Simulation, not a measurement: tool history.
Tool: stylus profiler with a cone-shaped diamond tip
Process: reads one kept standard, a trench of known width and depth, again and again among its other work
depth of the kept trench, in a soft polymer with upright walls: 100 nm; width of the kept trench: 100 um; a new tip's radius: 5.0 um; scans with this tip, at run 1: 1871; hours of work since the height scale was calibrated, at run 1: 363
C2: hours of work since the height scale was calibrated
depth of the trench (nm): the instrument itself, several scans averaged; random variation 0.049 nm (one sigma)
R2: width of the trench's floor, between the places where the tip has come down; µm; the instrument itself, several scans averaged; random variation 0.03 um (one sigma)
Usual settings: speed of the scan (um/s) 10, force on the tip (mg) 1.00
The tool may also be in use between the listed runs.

{"run": 1, "day": 0.0, "speed of the scan (um/s)": 10, "force on the tip (mg)": 1.0, "scans with this tip": 1871, "C2": 363, "depth of the trench (nm)": 100.53, "R2": 97.83}
{"run": 2, "day": 3.712, "speed of the scan (um/s)": 10, "force on the tip (mg)": 1.0, "scans with this tip": 2079, "C2": 404, "depth of the trench (nm)": 100.55, "R2": 97.85}
{"run": 3, "day": 6.883, "speed of the scan (um/s)": 10, "force on the tip (mg)": 1.0, "scans with this tip": 2257, "C2": 438, "depth of the trench (nm)": 100.53, "R2": 97.81}
{"run": 4, "day": 11.65, "speed of the scan (um/s)": 10, "force on the tip (mg)": 1.0, "scans with this tip": 2524, "C2": 490, "depth of the trench (nm)": 100.56, "R2": 97.82}
{"run": 5, "day": 16.254, "speed of the scan (um/s)": 10, "force on the tip (mg)": 1.46, "scans with this tip": 2781, "C2": 540, "depth of the trench (nm)": 100.67, "R2": 97.83}
{"run": 6, "day": 21.325, "speed of the scan (um/s)": 10, "force on the tip (mg)": 1.0, "scans with this tip": 3065, "C2": 595, "depth of the trench (nm)": 100.45, "R2": 97.83}
{"run": 7, "day": 24.592, "speed of the scan (um/s)": 10, "force on the tip (mg)": 1.0, "scans with this tip": 3248, "C2": 631, "depth of the trench (nm)": 100.42, "R2": 97.81}
{"run": 8, "day": 27.596, "speed of the scan (um/s)": 10, "force on the tip (mg)": 1.0, "scans with this tip": 3416, "C2": 663, "depth of the trench (nm)": 100.34, "R2": 97.75}
{"run": 9, "day": 29.679, "speed of the scan (um/s)": 10, "force on the tip (mg)": 1.0, "scans with this tip": 3533, "C2": 686, "depth of the trench (nm)": 100.49, "R2": 97.78}
{"run": 10, "day": 33.962, "speed of the scan (um/s)": 37, "force on the tip (mg)": 1.0, "scans with this tip": 3773, "C2": 732, "depth of the trench (nm)": 100.45, "R2": 97.63}
{"run": 11, "day": 37.996, "speed of the scan (um/s)": 37, "force on the tip (mg)": 1.0, "scans with this tip": 3998, "C2": 776, "depth of the trench (nm)": 100.42, "R2": 97.67}
{"run": 12, "day": 40.862, "speed of the scan (um/s)": 37, "force on the tip (mg)": 1.0, "scans with this tip": 4159, "C2": 807, "depth of the trench (nm)": 100.34, "R2": 97.74}
{"run": 13, "day": 43.908, "speed of the scan (um/s)": 10, "force on the tip (mg)": 0.44, "scans with this tip": 4329, "C2": 840, "depth of the trench (nm)": 100.25, "R2": 97.79}
{"run": 14, "day": 46.154, "speed of the scan (um/s)": 32, "force on the tip (mg)": 0.44, "scans with this tip": 4455, "C2": 865, "depth of the trench (nm)": 100.01, "R2": 97.62}
{"run": 15, "day": 49.617, "speed of the scan (um/s)": 32, "force on the tip (mg)": 0.44, "scans with this tip": 4649, "C2": 903, "depth of the trench (nm)": 100.06, "R2": 97.59}
{"run": 16, "day": 52.9, "speed of the scan (um/s)": 32, "force on the tip (mg)": 0.43, "scans with this tip": 4833, "C2": 938, "depth of the trench (nm)": 100.09, "R2": 97.58}
{"run": 17, "day": 56.125, "speed of the scan (um/s)": 28, "force on the tip (mg)": 1.0, "scans with this tip": 5013, "C2": 973, "depth of the trench (nm)": 100.26, "R2": 97.65}
{"run": 18, "day": 61.142, "speed of the scan (um/s)": 3, "force on the tip (mg)": 1.0, "scans with this tip": 5294, "C2": 1028, "depth of the trench (nm)": 100.27, "R2": 97.74}
{"run": 19, "day": 65.717, "speed of the scan (um/s)": 2, "force on the tip (mg)": 1.0, "scans with this tip": 5550, "C2": 1078, "depth of the trench (nm)": 100.27, "R2": 97.79}
{"run": 20, "day": 67.858, "speed of the scan (um/s)": 10, "force on the tip (mg)": 1.0, "scans with this tip": 5670, "C2": 1101, "depth of the trench (nm)": 100.22, "R2": 97.71}
{"run": 21, "day": 72.683, "speed of the scan (um/s)": 10, "force on the tip (mg)": 1.0, "scans with this tip": 5940, "C2": 1153, "depth of the trench (nm)": 100.2, "R2": 97.65}
{"run": 22, "day": 75.425, "speed of the scan (um/s)": 25, "force on the tip (mg)": 1.0, "scans with this tip": 6094, "C2": 1183, "depth of the trench (nm)": 100.23, "R2": 97.65}
{"run": 23, "day": 78.242, "speed of the scan (um/s)": 25, "force on the tip (mg)": 1.0, "scans with this tip": 6251, "C2": 1214, "depth of the trench (nm)": 100.31, "R2": 97.62}
{"run": 24, "day": 81.196, "speed of the scan (um/s)": 10, "force on the tip (mg)": 0.96, "scans with this tip": 6417, "C2": 1246, "depth of the trench (nm)": 100.19, "R2": 97.69}
{"run": 25, "day": 83.425, "speed of the scan (um/s)": 10, "force on the tip (mg)": 0.96, "scans with this tip": 6541, "C2": 1270, "depth of the trench (nm)": 100.08, "R2": 97.65}
{"run": 26, "day": 85.579, "speed of the scan (um/s)": 10, "force on the tip (mg)": 0.96, "scans with this tip": 6662, "C2": 1293, "depth of the trench (nm)": 100.11, "R2": 97.69}
{"run": 27, "day": 90.279, "speed of the scan (um/s)": 22, "force on the tip (mg)": 0.44, "scans with this tip": 6925, "C2": 1344, "depth of the trench (nm)": 99.93, "R2": 97.51}
{"run": 28, "day": 94.221, "speed of the scan (um/s)": 22, "force on the tip (mg)": 0.44, "scans with this tip": 7146, "C2": 1387, "depth of the trench (nm)": 99.93, "R2": 97.53}
{"run": 29, "day": 97.246, "speed of the scan (um/s)": 22, "force on the tip (mg)": 0.44, "scans with this tip": 7315, "C2": 1420, "depth of the trench (nm)": 99.75, "R2": 97.58}
{"run": 30, "day": 102.075, "speed of the scan (um/s)": 22, "force on the tip (mg)": 0.9, "scans with this tip": 7585, "C2": 1473, "depth of the trench (nm)": 100.12, "R2": 97.51}
{"run": 31, "day": 104.808, "speed of the scan (um/s)": 3, "force on the tip (mg)": 1.0, "scans with this tip": 7738, "C2": 1502, "depth of the trench (nm)": 100.11, "R2": 97.61}
{"run": 32, "day": 108.058, "speed of the scan (um/s)": 4, "force on the tip (mg)": 0.51, "scans with this tip": 7920, "C2": 1538, "depth of the trench (nm)": 99.77, "R2": 97.61}
{"run": 33, "day": 110.779, "speed of the scan (um/s)": 4, "force on the tip (mg)": 0.38, "scans with this tip": 8073, "C2": 1567, "depth of the trench (nm)": 99.87, "R2": 97.63}
{"run": 34, "day": 113.412, "speed of the scan (um/s)": 3, "force on the tip (mg)": 1.54, "scans with this tip": 8220, "C2": 1596, "depth of the trench (nm)": 100.33, "R2": 97.62}
{"run": 35, "day": 116.388, "speed of the scan (um/s)": 14, "force on the tip (mg)": 1.35, "scans with this tip": 8387, "C2": 1628, "depth of the trench (nm)": 100.23, "R2": 97.6}
{"run": 36, "day": 120.338, "speed of the scan (um/s)": 33, "force on the tip (mg)": 1.0, "scans with this tip": 8608, "C2": 1671, "depth of the trench (nm)": 100.02, "R2": 97.5}
{"run": 37, "day": 123.912, "speed of the scan (um/s)": 4, "force on the tip (mg)": 0.64, "scans with this tip": 8808, "C2": 1710, "depth of the trench (nm)": 99.78, "R2": 97.59}
{"run": 38, "day": 127.179, "speed of the scan (um/s)": 2, "force on the tip (mg)": 2.02, "scans with this tip": 8991, "C2": 1745, "depth of the trench (nm)": 100.35, "R2": 97.63}
{"run": 39, "day": 130.95, "speed of the scan (um/s)": 3, "force on the tip (mg)": 0.35, "scans with this tip": 9202, "C2": 1786, "depth of the trench (nm)": 99.71, "R2": 97.55}
{"run": 40, "day": 133.096, "speed of the scan (um/s)": 3, "force on the tip (mg)": 0.35, "scans with this tip": 9322, "C2": 1810, "depth of the trench (nm)": 99.7, "R2": 97.57}
{"run": 41, "day": 136.317, "speed of the scan (um/s)": 14, "force on the tip (mg)": 0.4, "scans with this tip": 9502, "C2": 1845, "depth of the trench (nm)": 99.71, "R2": 97.49}
{"run": 42, "day": 139.083, "speed of the scan (um/s)": 16, "force on the tip (mg)": 0.84, "scans with this tip": 9657, "C2": 1875, "depth of the trench (nm)": 99.82, "R2": 97.51}
{"run": 43, "day": 143.579, "speed of the scan (um/s)": 4, "force on the tip (mg)": 0.78, "scans with this tip": 9909, "C2": 1924, "depth of the trench (nm)": 99.89, "R2": 97.56}
{"run": 44, "day": 146.512, "speed of the scan (um/s)": 12, "force on the tip (mg)": 0.37, "scans with this tip": 10073, "C2": 1956, "depth of the trench (nm)": 99.65, "R2": 97.47}
{"run": 45, "day": 151.096, "speed of the scan (um/s)": 14, "force on the tip (mg)": 0.64, "scans with this tip": 10329, "C2": 2005, "depth of the trench (nm)": 99.7, "R2": 97.5}
{"run": 46, "day": 153.771, "speed of the scan (um/s)": 19, "force on the tip (mg)": 0.61, "scans with this tip": 10479, "C2": 2034, "depth of the trench (nm)": 99.7, "R2": 97.43}

The same runs without the tool's hidden state, with the same run-to-run variation:
The hidden state here: radius of the tip, um; height scale over the true one, %; drift of the gauge itself on depth_nm, %; drift of the gauge itself on floor_um, %.
run=1 depth_of_the_trench_(nm)=100.59 R2=97.93
run=2 depth_of_the_trench_(nm)=100.63 R2=97.95
run=3 depth_of_the_trench_(nm)=100.63 R2=97.93
run=4 depth_of_the_trench_(nm)=100.67 R2=97.95
run=5 depth_of_the_trench_(nm)=100.81 R2=97.97
run=6 depth_of_the_trench_(nm)=100.61 R2=97.99
run=7 depth_of_the_trench_(nm)=100.59 R2=97.97
run=8 depth_of_the_trench_(nm)=100.52 R2=97.91
run=9 depth_of_the_trench_(nm)=100.68 R2=97.95
run=10 depth_of_the_trench_(nm)=100.66 R2=97.82
run=11 depth_of_the_trench_(nm)=100.65 R2=97.86
run=12 depth_of_the_trench_(nm)=100.57 R2=97.94
run=13 depth_of_the_trench_(nm)=100.50 R2=98.00
run=14 depth_of_the_trench_(nm)=100.27 R2=97.84
run=15 depth_of_the_trench_(nm)=100.33 R2=97.82
run=16 depth_of_the_trench_(nm)=100.37 R2=97.81
run=17 depth_of_the_trench_(nm)=100.56 R2=97.90
run=18 depth_of_the_trench_(nm)=100.59 R2=98.00
run=19 depth_of_the_trench_(nm)=100.61 R2=98.06
run=20 depth_of_the_trench_(nm)=100.58 R2=97.98
run=21 depth_of_the_trench_(nm)=100.58 R2=97.93
run=22 depth_of_the_trench_(nm)=100.61 R2=97.93
run=23 depth_of_the_trench_(nm)=100.71 R2=97.92
run=24 depth_of_the_trench_(nm)=100.60 R2=97.99
run=25 depth_of_the_trench_(nm)=100.50 R2=97.96
run=26 depth_of_the_trench_(nm)=100.54 R2=98.00
run=27 depth_of_the_trench_(nm)=100.38 R2=97.83
run=28 depth_of_the_trench_(nm)=100.39 R2=97.86
run=29 depth_of_the_trench_(nm)=100.23 R2=97.92
run=30 depth_of_the_trench_(nm)=100.62 R2=97.86
run=31 depth_of_the_trench_(nm)=100.62 R2=97.97
run=32 depth_of_the_trench_(nm)=100.29 R2=97.97
run=33 depth_of_the_trench_(nm)=100.41 R2=98.00
run=34 depth_of_the_trench_(nm)=100.88 R2=97.99
run=35 depth_of_the_trench_(nm)=100.79 R2=97.98
run=36 depth_of_the_trench_(nm)=100.60 R2=97.89
run=37 depth_of_the_trench_(nm)=100.37 R2=97.99
run=38 depth_of_the_trench_(nm)=100.96 R2=98.04
run=39 depth_of_the_trench_(nm)=100.33 R2=97.97
run=40 depth_of_the_trench_(nm)=100.34 R2=97.99
run=41 depth_of_the_trench_(nm)=100.36 R2=97.92
run=42 depth_of_the_trench_(nm)=100.48 R2=97.94
run=43 depth_of_the_trench_(nm)=100.57 R2=98.01
run=44 depth_of_the_trench_(nm)=100.34 R2=97.92
run=45 depth_of_the_trench_(nm)=100.41 R2=97.97
run=46 depth_of_the_trench_(nm)=100.43 R2=97.91
